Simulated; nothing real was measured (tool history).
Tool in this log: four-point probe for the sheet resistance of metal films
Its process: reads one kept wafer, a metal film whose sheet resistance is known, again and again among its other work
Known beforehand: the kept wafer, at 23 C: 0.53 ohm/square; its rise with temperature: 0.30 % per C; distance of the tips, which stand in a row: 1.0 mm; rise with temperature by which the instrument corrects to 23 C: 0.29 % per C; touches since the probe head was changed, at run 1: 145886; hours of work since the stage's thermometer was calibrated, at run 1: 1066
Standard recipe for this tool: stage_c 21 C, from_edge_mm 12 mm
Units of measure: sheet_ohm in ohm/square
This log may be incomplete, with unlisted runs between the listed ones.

| run | hour | stage_c | from_edge_mm | touches since the probe head was changed | hours of work since the stage's thermometer was calibrated | sheet_ohm |
|---|---|---|---|---|---|---|
| 1 | 0.0 | 21 | 12 | 145886 | 1066 | 0.526770 |
| 2 | 72.0 | 21 | 12 | 150148 | 1118 | 0.526510 |
|  | 155.0 | new probe head fitted |
| 3 | 159.4 | 21 | 72 | 260 | 1180 | 0.533380 |
| 4 | 242.0 | 21 | 4 | 5153 | 1240 | 0.550648 |
| 5 | 295.8 | 21 | 4 | 8338 | 1278 | 0.550271 |
| 6 | 382.5 | 21 | 4 | 13470 | 1341 | 0.550214 |
| 7 | 426.2 | 21 | 4 | 16060 | 1372 | 0.549971 |
| 8 | 466.3 | 21 | 12 | 18434 | 1401 | 0.534793 |
| 9 | 524.5 | 21 | 12 | 21876 | 1443 | 0.534695 |
| 10 | 569.7 | 34 | 12 | 24557 | 1476 | 0.535568 |
| 11 | 611.4 | 23 | 12 | 27025 | 1506 | 0.534626 |
| 12 | 673.3 | 23 | 12 | 30690 | 1550 | 0.534433 |
| 13 | 740.7 | 23 | 12 | 34680 | 1599 | 0.534336 |
| 14 | 828.8 | 23 | 12 | 39896 | 1662 | 0.534169 |
| 15 | 917.8 | 21 | 3 | 45165 | 1726 | 0.561489 |
| 16 | 977.7 | 21 | 12 | 48712 | 1769 | 0.533685 |
| 17 | 1029.6 | 35 | 64 | 51786 | 1807 | 0.532851 |
| 18 | 1083.0 | 35 | 64 | 54943 | 1845 | 0.532563 |
| 19 | 1122.5 | 35 | 5 | 57287 | 1874 | 0.543954 |
| 20 | 1204.8 | 25 | 44 | 62157 | 1933 | 0.531742 |
| 21 | 1275.9 | 25 | 44 | 66367 | 1984 | 0.531521 |
| 22 | 1340.9 | 21 | 16 | 70214 | 2031 | 0.532009 |
| 23 | 1378.9 | 31 | 28 | 72465 | 2058 | 0.531920 |
| 24 | 1430.3 | 21 | 26 | 75511 | 2095 | 0.531260 |
| 25 | 1482.5 | 32 | 18 | 78596 | 2133 | 0.532192 |
| 26 | 1543.4 | 26 | 75 | 82206 | 2177 | 0.531023 |
| 27 | 1584.0 | 19 | 50 | 84607 | 2206 | 0.530384 |
| 28 | 1654.8 | 19 | 50 | 88801 | 2257 | 0.530299 |

Alternative continuations, all from the tool just after run 28; predict every row:
| A | 1727.6 | 19 | 3 | 93110 | 2309 | ? |
| B | 1727.6 | 30 | 18 | 93110 | 2309 | ? |
| C | 1727.6 | 21 | 12 | 93110 | 2309 | ? |
| D | 1727.6 | 25 | 30 | 93110 | 2309 | ? |
| E | 1727.6 | 20 | 50 | 93110 | 2309 | ? |

| run | sheet_ohm |
|---|---|
| A | 0.559796 |
| B | 0.531711 |
| C | 0.532005 |
| D | 0.530915 |
| E | 0.530207 |
Had the tool no hidden state, the same runs would have come out as:
| run | sheet_ohm |
|---|---|
| A | 0.559484 |
| B | 0.531441 |
| C | 0.531715 |
| D | 0.530635 |
| E | 0.529915 |
